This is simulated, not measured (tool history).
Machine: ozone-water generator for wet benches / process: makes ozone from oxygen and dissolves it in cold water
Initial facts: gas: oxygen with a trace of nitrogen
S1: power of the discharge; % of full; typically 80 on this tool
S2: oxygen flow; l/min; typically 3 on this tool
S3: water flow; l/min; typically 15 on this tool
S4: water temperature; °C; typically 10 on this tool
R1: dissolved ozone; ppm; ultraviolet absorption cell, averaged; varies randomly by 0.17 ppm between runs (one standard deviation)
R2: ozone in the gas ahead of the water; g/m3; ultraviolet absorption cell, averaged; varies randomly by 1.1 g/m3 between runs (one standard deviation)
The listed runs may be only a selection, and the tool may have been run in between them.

{"run": 1, "hour": 0.0, "S1": 80, "S2": 3, "S3": 15, "S4": 10, "R1": 21.9, "R2": 198.6}
{"run": 2, "hour": 134.9, "S1": 80, "S2": 3, "S3": 15, "S4": 10, "R1": 22.1, "R2": 198.2}
{"run": 3, "hour": 277.7, "S1": 80, "S2": 3, "S3": 15, "S4": 10, "R1": 22.2, "R2": 197.4}
{"run": 4, "hour": 408.9, "S1": 87, "S2": 3, "S3": 15, "S4": 10, "R1": 23.9, "R2": 211.4}
{"run": 5, "hour": 513.9, "S1": 80, "S2": 3, "S3": 15, "S4": 10, "R1": 22.5, "R2": 196}
{"run": 6, "hour": 662.0, "S1": 80, "S2": 3, "S3": 15, "S4": 10, "R1": 22.1, "R2": 196.6}
{"run": 7, "hour": 820.8, "S1": 80, "S2": 3, "S3": 15, "S4": 10, "R1": 22.3, "R2": 196.2}
{"run": 8, "hour": 904.3, "S1": 80, "S2": 3, "S3": 15, "S4": 17, "R1": 20.4, "R2": 197.8}
{"run": 9, "hour": 977.1, "S1": 80, "S2": 2.1, "S3": 15, "S4": 10, "R1": 19.7, "R2": 227.5}
{"run": 10, "hour": 1100.5, "S1": 80, "S2": 2.1, "S3": 15, "S4": 10, "R1": 19.9, "R2": 225.7}
{"run": 11, "hour": 1169.1, "S1": 97, "S2": 2.1, "S3": 15, "S4": 10, "R1": 23.4, "R2": 266.4}
{"run": 12, "hour": 1289.5, "S1": 80, "S2": 1.64, "S3": 15, "S4": 10, "R1": 18.2, "R2": 249.4}
{"run": 13, "hour": 1432.5, "S1": 44, "S2": 3, "S3": 15, "S4": 10, "R1": 13.3, "R2": 118.1}
{"run": 14, "hour": 1526.4, "S1": 65, "S2": 2.49, "S3": 24, "S4": 12, "R1": 11.3, "R2": 175.5}
{"run": 15, "hour": 1675.3, "S1": 65, "S2": 2.49, "S3": 21, "S4": 17, "R1": 12.4, "R2": 175.1}

What does the tool deliver on the next run?
{"run": 16, "hour": 1743.1, "S1": 80, "S2": 3, "S3": 14, "S4": 8, "R1": "?", "R2": "?"}

R1: 23.9 ppm
R2: 195.3 g/m3
On a tool with no hidden condition, and with the same random variation, this run would have come out at R1 23.9 ppm, R2 198.5 g/m3.
